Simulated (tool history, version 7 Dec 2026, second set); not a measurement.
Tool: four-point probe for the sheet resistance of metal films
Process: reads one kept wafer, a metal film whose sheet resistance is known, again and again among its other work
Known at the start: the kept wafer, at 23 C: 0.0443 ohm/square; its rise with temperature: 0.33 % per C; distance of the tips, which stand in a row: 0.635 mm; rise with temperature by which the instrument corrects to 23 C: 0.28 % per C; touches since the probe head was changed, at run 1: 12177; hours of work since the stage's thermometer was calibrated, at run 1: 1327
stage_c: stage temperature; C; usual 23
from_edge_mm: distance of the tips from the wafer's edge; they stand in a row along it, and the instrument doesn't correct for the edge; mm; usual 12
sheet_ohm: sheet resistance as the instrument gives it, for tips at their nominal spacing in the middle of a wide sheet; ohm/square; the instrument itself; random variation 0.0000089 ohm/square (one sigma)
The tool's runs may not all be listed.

run    hour  stage_c  from_edge_mm  touches since the probe head was changed  hours of work since the stage's thermometer was calibrated  sheet_ohm
  1     0.0       23            12                                     12177                                                        1327   0.044223
  2    53.5       23            12                                     12989                                                        1355   0.044214
  3   119.1       23             7                                     13986                                                        1390   0.044354
  4   161.0       23             4                                     14622                                                        1413   0.044750
  5   211.3       23             4                                     15386                                                        1440   0.044750
  6   259.8       23             4                                     16121                                                        1466   0.044741
  7   325.3       23            19                                     17115                                                        1501   0.044188
  8   374.3       23            19                                     17860                                                        1527   0.044194
  9   411.3       23            19                                     18421                                                        1547   0.044190
 10   452.0       23            12                                     19040                                                        1569   0.044222
 11   506.5       23             6                                     19868                                                        1598   0.044430
 12   548.6       23             6                                     20506                                                        1621   0.044431
 13   601.2       23             6                                     21305                                                        1649   0.044435
 14   649.1       19            10                                     22033                                                        1675   0.044161
 15   688.7       24             8                                     22634                                                        1696   0.044335
 16   747.9       19            54                                     23532                                                        1728   0.044064
 17   814.9       30            75                                     24549                                                        1763   0.044312
 18   872.1       21            12                                     25418                                                        1794   0.044182
 19   922.1       29            61                                     26176                                                        1821   0.044279
 20   980.9       29            61                                     27070                                                        1852   0.044312
 21  1049.6       29            61                                     28113                                                        1889   0.044305
 22  1087.5       21            66                                     28689                                                        1910   0.044118
 23  1156.1       34            12                                     29730                                                        1946   0.044468
 24  1193.4       23             4                                     30296                                                        1966   0.044742
 25  1248.0       24            45                                     31125                                                        1996   0.044183
 26  1325.5       30            14                                     32301                                                        2037   0.044361

4 ways to go on from here, each from the tool as it stands after run 26. What would each give?
  A  1401.2       23            21                                     33451                                                        2078          ?
  B  1401.2       26             5                                     33451                                                        2078          ?
  C  1401.2       23            11                                     33451                                                        2078          ?
  D  1401.2       30            23                                     33451                                                        2078          ?

run  sheet_ohm
  A   0.044185
  B   0.044619
  C   0.044239
  D   0.044325
Without the tool's hidden state the same runs would have given:
run  sheet_ohm
  A   0.044326
  B   0.044761
  C   0.044380
  D   0.044464

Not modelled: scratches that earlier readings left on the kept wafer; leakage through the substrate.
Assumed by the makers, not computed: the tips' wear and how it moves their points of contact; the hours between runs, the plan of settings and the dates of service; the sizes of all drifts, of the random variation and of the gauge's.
